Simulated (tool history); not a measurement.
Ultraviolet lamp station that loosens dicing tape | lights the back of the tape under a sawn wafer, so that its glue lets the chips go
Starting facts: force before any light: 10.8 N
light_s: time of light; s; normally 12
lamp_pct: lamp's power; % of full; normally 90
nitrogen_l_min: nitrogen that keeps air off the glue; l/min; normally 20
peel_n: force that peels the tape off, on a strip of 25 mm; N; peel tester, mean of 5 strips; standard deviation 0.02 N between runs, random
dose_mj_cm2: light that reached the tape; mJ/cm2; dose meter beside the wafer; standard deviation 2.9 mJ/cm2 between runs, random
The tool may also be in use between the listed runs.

run   hour  light_s  lamp_pct  nitrogen_l_min  peel_n  dose_mj_cm2
  1    0.0       12        90              20   1.370          367
  2   11.1       12        94              20   1.248          386
  3   24.0       12        76              20   1.931          302
  4   33.0       12        76              20   1.896          301
  5   41.3       11        90              20   1.612          328
  6   53.0       11        90              20   1.743          323
  7   65.0       11        90              20   1.681          317
  8   77.0       12        90               7   2.514          347
  9   85.4       12        90               7   2.577          339
 10   97.2       12        90               7   2.745          342
 11  110.9       12        90               7   2.616          341
 12  127.8       12        90               7   2.719          332
 13  144.4       12        90               7   2.753          329
 14  156.2       12        90              20   1.686          320
     158.2  -- window cleaned of glue's vapour
 15  167.0       12        90              20   1.733          316
 16  176.5       22        90              20   0.456          574
 17  190.8       22        90              20   0.478          571
 18  209.1       22        90              20   0.516          558
 19  220.8       12        75              20   2.543          252
     229.3  -- window cleaned of glue's vapour, once more
 20  231.4       12        75              20   2.060          287
 21  243.6       12        75              20   2.206          276
 22  254.2        9        68               7   4.980          190
 23  263.1       11        83               7   3.338          280
 24  279.1       11        93               7   3.067          304
 25  295.7       15        75               7   2.642          335
 26  313.5       15        75               7   2.813          334
 27  326.5       18        75               7   2.219          396
 28  341.1        8        84              11   4.317          191
 29  348.5       12        90              22   1.823          307
 30  359.7       16        86              20   1.198          384
 31  367.4       16        86              20   1.208          387
 32  381.9       14        86              16   1.818          328
 33  400.1        7        95              12   4.375          179
 34  416.9        7        95              12   4.443          179
 35  434.8       12        90               7   3.314          283
 36  444.3       17        65              10   2.841          284
 37  455.0        6        88              17   5.263          134
 38  472.7        6        88              17   5.300          134
 39  488.3        6        88              17   5.089          133
 40  502.7        6        88              17   5.318          131
 41  515.3       12        62              20   3.744          178

Alternative continuations, all from the tool just after run 41; predict every row:
  A  529.7        7        62              29       ?            ?
  B  529.7       12        89              25       ?            ?
  C  529.7       22        62               6       ?            ?
  D  529.7        6        91              20       ?            ?
  E  529.7       12        66              14       ?            ?

run  peel_n  dose_mj_cm2
  A   5.505          103
  B   2.275          254
  C   2.878          328
  D   4.994          132
  E   4.118          190
What these runs would have given with no unlogged condition in the tool:
run  peel_n  dose_mj_cm2
  A   3.572          171
  B   0.866          420
  C   1.271          544
  D   3.046          217
  E   2.178          313

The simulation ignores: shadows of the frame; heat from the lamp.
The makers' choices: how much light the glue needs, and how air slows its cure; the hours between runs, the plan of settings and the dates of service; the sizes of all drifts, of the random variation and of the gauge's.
